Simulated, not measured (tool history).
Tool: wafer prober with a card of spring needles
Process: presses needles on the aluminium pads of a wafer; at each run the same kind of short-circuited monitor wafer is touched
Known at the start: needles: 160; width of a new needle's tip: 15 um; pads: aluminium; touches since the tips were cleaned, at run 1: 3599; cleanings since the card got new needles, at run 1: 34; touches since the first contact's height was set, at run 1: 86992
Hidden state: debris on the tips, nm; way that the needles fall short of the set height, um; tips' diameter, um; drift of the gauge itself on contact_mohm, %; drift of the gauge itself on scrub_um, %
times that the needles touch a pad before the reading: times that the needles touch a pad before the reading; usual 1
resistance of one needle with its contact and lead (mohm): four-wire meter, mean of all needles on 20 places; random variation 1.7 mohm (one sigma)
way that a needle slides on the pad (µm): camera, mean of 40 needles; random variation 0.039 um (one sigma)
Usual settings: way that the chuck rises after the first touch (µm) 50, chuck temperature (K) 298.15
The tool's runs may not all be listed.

run   hour  way that the chuck rises after the first touch (µm)  chuck temperature (K)  times that the needles touch a pad before the reading  touches since the tips were cleaned  cleanings since the card got new needles  touches since the first contact's height was set  resistance of one needle with its contact and lead (mohm)  way that a needle slides on the pad (µm)
  1    0.0                                                   50                 298.15                                                      1                                 3599                                        34                                             86992                                                        402                                      9.33
      12.9  -- tips cleaned on abrasive film
      34.5  -- tips cleaned on abrasive film
  2   34.6                                                   50                 298.15                                                      1                                   22                                        36                                             99373                                                        199                                      9.26
      56.6  -- tips cleaned on abrasive film
  3   68.4                                                   50                 298.15                                                      1                                 4248                                        37                                            111515                                                        443                                      9.30
      79.5  -- tips cleaned on abrasive film
  4   92.4                                                   50                 298.15                                                      1                                 4674                                        38                                            120150                                                        441                                      9.24
     102.9  -- tips cleaned on abrasive film
     127.0  -- tips cleaned on abrasive film
  5  136.0                                                   50                 298.15                                                      1                                 3246                                        40                                            135777                                                        407                                      9.18
     149.3  -- tips cleaned on abrasive film
     170.9  -- tips cleaned on abrasive film
  6  170.9                                                   50                 298.15                                                      1                                    0                                        42                                            148275                                                        214                                      9.14
     194.1  -- tips cleaned on abrasive film
  7  196.8                                                   50                 298.15                                                      1                                  976                                        43                                            157576                                                        286                                      9.16
     215.9  -- tips cleaned on abrasive film
     239.9  -- tips cleaned on abrasive film
  8  240.7                                                   50                 298.15                                                      1                                  304                                        45                                            173310                                                        241                                      9.09
     261.9  -- tips cleaned on abrasive film
     284.9  -- tips cleaned on abrasive film
  9  285.7                                                   50                 298.15                                                      1                                  282                                        47                                            189437                                                        221                                      9.12
     289.3  -- height of the first contact set anew
     307.5  -- tips cleaned on abrasive film
 10  315.7                                                   50                 298.15                                                      1                                 2958                                        48                                              9492                                                        407                                      8.84
     330.8  -- tips cleaned on abrasive film
 11  337.6                                                   50                 298.15                                                      1                                 2443                                        49                                             17332                                                        406                                      8.84
     356.2  -- tips cleaned on abrasive film
 12  371.5                                                   50                 337.15                                                      2                                 5541                                        50                                             29529                                                        370                                      8.71
     382.0  -- tips cleaned on abrasive film
     405.4  -- tips cleaned on abrasive film
 13  408.1                                                   50                 337.15                                                      2                                  958                                        52                                             42630                                                        256                                      8.73
     428.2  -- tips cleaned on abrasive film
     452.8  -- tips cleaned on abrasive film
 14  455.1                                                   50                 337.15                                                      2                                  822                                        54                                             59488                                                        251                                      8.75
     477.6  -- tips cleaned on abrasive film
 15  482.5                                                   64                 337.15                                                      2                                 1796                                        55                                             69340                                                        246                                     11.30
     501.7  -- tips cleaned on abrasive film
 16  521.9                                                   69                 336.15                                                      2                                 7271                                        56                                             83467                                                        289                                     12.36
     524.0  -- tips cleaned on abrasive film
     546.8  -- tips cleaned on abrasive film
 17  557.4                                                   50                 298.15                                                      1                                 3810                                        58                                             96190                                                        477                                      8.63
     562.4  -- height of the first contact set anew, once more
     571.3  -- tips cleaned on abrasive film
 18  580.0                                                   50                 394.15                                                      1                                 3135                                        59                                              6306                                                        390                                      9.47
     594.4  -- tips cleaned on abrasive film
 19  611.8                                                   50                 335.15                                                      1                                 6279                                        60                                             17748                                                        467                                      9.36
     617.9  -- tips cleaned on abrasive film
     642.0  -- tips cleaned on abrasive film
 20  648.4                                                   36                 310.15                                                      1                                 2320                                        62                                             30860                                                        522                                      6.77
     665.6  -- tips cleaned on abrasive film
 21  669.5                                                   32                 379.15                                                      1                                 1426                                        63                                             38424                                                        495                                      5.94

3 ways to go on from here, each from the tool as it stands after run 21. What would each give?
     689.7  -- tips cleaned on abrasive film
     711.8  -- tips cleaned on abrasive film
  A  712.5                                                   42                 298.15                                                      2                                  249                                        65                                             53847                                                          ?                                         ?
     689.7  -- tips cleaned on abrasive film
     711.8  -- tips cleaned on abrasive film
  B  712.5                                                   32                 321.15                                                      1                                  249                                        65                                             53847                                                          ?                                         ?
     689.7  -- tips cleaned on abrasive film
     711.8  -- tips cleaned on abrasive film
  C  712.5                                                   43                 300.15                                                      3                                  249                                        65                                             53847                                                          ?                                         ?

run  resistance of one needle with its contact and lead (mohm)  way that a needle slides on the pad (µm)
  A                                                        219                                      7.87
  B                                                        305                                      5.92
  C                                                        205                                      8.05
Without the tool's hidden state the same runs would have given:
run  resistance of one needle with its contact and lead (mohm)  way that a needle slides on the pad (µm)
  A                                                        175                                      7.99
  B                                                        189                                      6.04
  C                                                        178                                      8.16
